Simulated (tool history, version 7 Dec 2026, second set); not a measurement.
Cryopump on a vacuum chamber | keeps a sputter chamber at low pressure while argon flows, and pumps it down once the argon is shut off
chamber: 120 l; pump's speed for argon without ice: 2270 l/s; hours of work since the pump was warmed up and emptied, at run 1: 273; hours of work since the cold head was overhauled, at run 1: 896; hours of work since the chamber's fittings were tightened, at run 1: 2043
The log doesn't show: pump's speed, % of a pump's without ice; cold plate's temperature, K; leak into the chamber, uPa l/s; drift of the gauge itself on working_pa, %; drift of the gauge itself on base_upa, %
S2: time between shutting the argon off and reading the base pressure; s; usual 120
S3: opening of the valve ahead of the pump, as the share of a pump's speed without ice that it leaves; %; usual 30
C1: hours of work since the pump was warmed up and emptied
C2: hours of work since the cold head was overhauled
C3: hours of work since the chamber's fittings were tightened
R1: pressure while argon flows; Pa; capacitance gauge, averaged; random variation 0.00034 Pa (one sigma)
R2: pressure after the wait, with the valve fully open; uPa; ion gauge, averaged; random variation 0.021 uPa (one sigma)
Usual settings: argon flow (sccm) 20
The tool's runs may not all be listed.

{"run": 1, "day": 0.0, "argon flow (sccm)": 20, "S2": 120, "S3": 30, "C1": 273, "C2": 896, "C3": 2043, "R1": 0.0511, "R2": 1.22}
{"run": 2, "day": 2.788, "argon flow (sccm)": 20, "S2": 120, "S3": 30, "C1": 312, "C2": 935, "C3": 2081, "R1": 0.0518, "R2": 1.23}
{"run": 3, "day": 4.262, "argon flow (sccm)": 20, "S2": 120, "S3": 30, "C1": 332, "C2": 955, "C3": 2102, "R1": 0.0518, "R2": 1.26}
{"run": 4, "day": 6.408, "argon flow (sccm)": 20, "S2": 120, "S3": 30, "C1": 362, "C2": 985, "C3": 2132, "R1": 0.0517, "R2": 1.3}
{"run": 5, "day": 8.742, "argon flow (sccm)": 20, "S2": 120, "S3": 30, "C1": 394, "C2": 1018, "C3": 2164, "R1": 0.052, "R2": 1.29}
{"run": 6, "day": 10.479, "argon flow (sccm)": 20, "S2": 120, "S3": 30, "C1": 419, "C2": 1042, "C3": 2188, "R1": 0.0515, "R2": 1.33}
{"run": 7, "day": 12.45, "argon flow (sccm)": 15, "S2": 34, "S3": 31, "C1": 446, "C2": 1069, "C3": 2216, "R1": 0.0381, "R2": 1.81}
{"run": 8, "day": 13.825, "argon flow (sccm)": 9, "S2": 120, "S3": 46, "C1": 465, "C2": 1088, "C3": 2235, "R1": 0.0159, "R2": 1.33}
{"run": 9, "day": 15.471, "argon flow (sccm)": 28, "S2": 30, "S3": 34, "C1": 488, "C2": 1111, "C3": 2258, "R1": 0.0655, "R2": 1.95}
{"run": 10, "day": 18.846, "argon flow (sccm)": 28, "S2": 30, "S3": 34, "C1": 535, "C2": 1158, "C3": 2305, "R1": 0.066, "R2": 1.91}
{"run": 11, "day": 21.312, "argon flow (sccm)": 20, "S2": 175, "S3": 31, "C1": 569, "C2": 1192, "C3": 2339, "R1": 0.0516, "R2": 1.39}
{"run": 12, "day": 23.225, "argon flow (sccm)": 20, "S2": 21, "S3": 30, "C1": 596, "C2": 1219, "C3": 2365, "R1": 0.0536, "R2": 2.33}

Measured less the same run without the tool's hidden state. The same run-to-run variation is in both; the gauge's scatter may not be:
run=1 R1=+0.0017 R2=+0.91
run=2 R1=+0.0019 R2=+0.93
run=3 R1=+0.002 R2=+0.94
run=4 R1=+0.0023 R2=+0.99
run=5 R1=+0.0025 R2=+0.98
run=6 R1=+0.0026 R2=+1.03
run=7 R1=+0.0021 R2=+1.05
run=8 R1=+0.0013 R2=+1.04
run=9 R1=+0.0042 R2=+1.11
run=10 R1=+0.0047 R2=+1.12
run=11 R1=+0.0036 R2=+1.13
run=12 R1=+0.0039 R2=+1.2
